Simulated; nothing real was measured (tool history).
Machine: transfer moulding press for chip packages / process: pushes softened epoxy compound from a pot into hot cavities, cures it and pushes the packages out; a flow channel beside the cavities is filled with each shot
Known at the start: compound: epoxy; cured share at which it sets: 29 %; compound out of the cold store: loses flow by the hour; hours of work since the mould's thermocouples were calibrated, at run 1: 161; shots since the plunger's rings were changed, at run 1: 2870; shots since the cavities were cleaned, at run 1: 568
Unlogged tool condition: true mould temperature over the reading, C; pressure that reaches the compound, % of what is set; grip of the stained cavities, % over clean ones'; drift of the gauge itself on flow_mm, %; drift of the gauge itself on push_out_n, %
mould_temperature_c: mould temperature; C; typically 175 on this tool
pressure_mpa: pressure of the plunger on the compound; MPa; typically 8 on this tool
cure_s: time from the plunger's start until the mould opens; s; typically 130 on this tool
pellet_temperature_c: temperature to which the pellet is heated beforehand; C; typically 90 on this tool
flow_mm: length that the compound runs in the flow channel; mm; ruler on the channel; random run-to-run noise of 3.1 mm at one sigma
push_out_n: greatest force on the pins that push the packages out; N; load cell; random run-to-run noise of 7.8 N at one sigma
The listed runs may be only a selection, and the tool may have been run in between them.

run,hour,mould_temperature_c,pressure_mpa,cure_s,pellet_temperature_c,hours of work since the mould's thermocouples were calibrated,shots since the plunger's rings were changed,shots since the cavities were cleaned,incoming compound's hours out of the cold store,flow_mm,push_out_n
1,0,175,8,130,90,161,2870,568,31.7,648,535
2,6.5,175,8,130,90,164,2910,608,29.2,652,553
3,10.4,175,8,130,90,166,2935,633,27.9,659,566
4,14.5,175,8,130,90,167,2961,659,44.9,618,553
5,20.4,175,8,130,90,170,2997,695,10.3,702,589
6,26.9,175,9.53,130,90,173,3038,736,30.1,712,578
# hour 29.8: cavities cleaned with cleaning compound and waxed
7,36.3,175,9.53,130,90,176,3087,40,39.3,684,362
8,42.3,175,9.53,130,90,179,3124,77,32.8,707,377
9,51.1,175,9.53,130,90,183,3179,132,33.2,704,396
10,59.2,175,9.53,130,90,187,3230,183,44.3,676,428
11,65.3,175,9.42,130,90,189,3268,221,10,767,474
12,73.8,175,8.23,130,90,193,3321,274,10.7,711,469
13,78.6,175,8.23,130,90,195,3350,303,13.7,706,487
14,85.6,175,8.23,130,90,198,3395,348,22.9,676,485
15,90.9,175,8.23,130,90,201,3427,380,29.5,659,510
16,97.4,175,8.23,130,90,204,3468,421,41.9,630,513
17,105.2,175,8.23,130,90,207,3517,470,11.9,704,532
18,111.5,175,8.23,130,90,210,3556,509,30.8,657,549
19,116.8,175,7.85,132,90,212,3589,542,27.6,649,533
20,124.9,175,6.92,130,98,216,3640,593,22.2,617,545
21,129.2,175,6.92,130,98,218,3666,619,46.9,560,539
22,132.9,175,6.92,130,98,219,3689,642,31.5,600,566
23,138.4,175,6.61,126,94,222,3724,677,10.8,634,591
24,146.6,170,6.61,126,80,225,3775,728,25,621,808
# hour 150.5: cavities cleaned with cleaning compound and waxed
25,154.3,170,6.61,126,80,228,3813,24,18.4,639,498
26,162.5,170,6.61,126,91,232,3864,75,20.1,634,520
27,171.2,170,6.61,126,91,236,3919,130,10.5,654,573
28,177.8,175,8,165,90,239,3960,171,22.5,663,379
29,182.1,175,8,165,90,241,3987,198,28.9,644,407
30,186.3,169,6.36,155,90,242,4013,224,27.1,600,475

Across each entry between runs, compare the hidden state at the last listed run before it with the hidden state at the first listed run after it:
Between runs 6 and 7: cavities cleaned with cleaning compound and waxed (hour 29.8)
  true mould temperature over the reading, C: -0.31 -> -0.32; pressure that reaches the compound, % of what is set: 94.01 -> 93.92; grip of the stained cavities, % over clean ones': 72.5 -> 10.1
  measured less the result without the state, flow_mm: -21 -> -20 mm; push_out_n: +248 -> +36 N
Between runs 24 and 25: cavities cleaned with cleaning compound and waxed (hour 150.5)
  true mould temperature over the reading, C: -0.43 -> -0.44; pressure that reaches the compound, % of what is set: 92.59 -> 92.52; grip of the stained cavities, % over clean ones': 71.5 -> 4.6
  measured less the result without the state, flow_mm: -23 -> -23 mm; push_out_n: +352 -> +37 N
